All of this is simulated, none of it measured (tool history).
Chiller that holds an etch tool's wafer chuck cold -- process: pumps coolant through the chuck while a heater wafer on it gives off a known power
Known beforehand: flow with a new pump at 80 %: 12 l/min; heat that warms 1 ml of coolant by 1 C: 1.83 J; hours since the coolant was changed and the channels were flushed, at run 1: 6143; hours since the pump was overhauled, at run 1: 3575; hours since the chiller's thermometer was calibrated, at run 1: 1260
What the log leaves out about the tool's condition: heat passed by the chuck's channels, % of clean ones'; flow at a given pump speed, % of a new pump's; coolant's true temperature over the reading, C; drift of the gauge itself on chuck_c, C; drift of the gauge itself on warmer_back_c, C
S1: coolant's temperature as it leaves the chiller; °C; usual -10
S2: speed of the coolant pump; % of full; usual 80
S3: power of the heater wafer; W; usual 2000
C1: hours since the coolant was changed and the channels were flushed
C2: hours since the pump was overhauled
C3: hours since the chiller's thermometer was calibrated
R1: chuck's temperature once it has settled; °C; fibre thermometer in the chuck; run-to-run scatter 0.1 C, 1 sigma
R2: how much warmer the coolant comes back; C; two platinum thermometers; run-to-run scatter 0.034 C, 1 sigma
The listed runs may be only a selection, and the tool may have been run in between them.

run	day	S1	S2	S3	C1	C2	C3	R1	R2
1	0	-10	80	2000	6143	3575	1260	19	5.75
2	2.521	-10	80	2000	6203	3635	1320	19.1	5.8
3	6.996	-10	80	2000	6310	3743	1428	19.2	5.82
4	10.242	-10	74	2000	6388	3820	1506	21.3	6.21
5	14.208	-10	74	2000	6483	3916	1601	21.4	6.28
6	18.317	-10	74	2000	6582	4014	1699	21.6	6.27
7	21.538	-10	74	2000	6659	4091	1777	21.7	6.3
8	25.954	-10	74	2000	6765	4198	1883	21.6	6.29
9	28.4	-10	74	2000	6824	4256	1941	21.7	6.34
10	30.342	-11	74	2000	6871	4303	1988	20.7	6.3
11	33.196	-10	80	1010	6939	4371	2057	4.8	2.94
12	36.508	-10	80	2146	7019	4451	2136	21.9	6.31
13	40.196	-2	97	2146	7107	4539	2225	25.2	5.26
14	43.1	-12	82	1235	7177	4609	2294	6.1	3.54
15	44.983	-12	82	1235	7222	4654	2339	6	3.54
# day 45.529: coolant pump overhauled
# day 47.462: coolant changed, channels flushed
16	49.733	-10	73	1094	55	95	2442	5.8	3.57
17	54.067	-2	62	1987	159	199	2546	31.5	7.59
# day 54.962: coolant pump overhauled, once more
18	58.375	-2	62	1987	257	82	2645	28.4	6.85
19	61.904	-2	62	1987	342	167	2730	28.6	6.88
20	66.304	-2	99	1067	447	272	2835	8.9	2.34
21	69.608	-6	81	2000	527	352	2914	18.5	5.34
22	73.229	-6	81	2000	613	438	3001	18.4	5.32

Below are 5 alternative next runs, each starting from the tool's condition after run 22. Predict each:
A	77.404	-1	81	1145	714	539	3102	?	?
B	77.404	-16	91	1385	714	539	3102	?	?
C	77.404	-10	80	1286	714	539	3102	?	?
D	77.404	-13	96	1313	714	539	3102	?	?
E	77.404	-1	67	2086	714	539	3102	?	?

run	R1	R2
A	13.1	3.12
B	-0.4	3.27
C	6	3.51
D	0.9	3.05
E	29.3	6.71
What these runs would have given with no unlogged condition in the tool:
run	R1	R2
A	13.3	3.12
B	-0.2	3.28
C	6.2	3.52
D	1.1	3.06
E	29.3	6.72

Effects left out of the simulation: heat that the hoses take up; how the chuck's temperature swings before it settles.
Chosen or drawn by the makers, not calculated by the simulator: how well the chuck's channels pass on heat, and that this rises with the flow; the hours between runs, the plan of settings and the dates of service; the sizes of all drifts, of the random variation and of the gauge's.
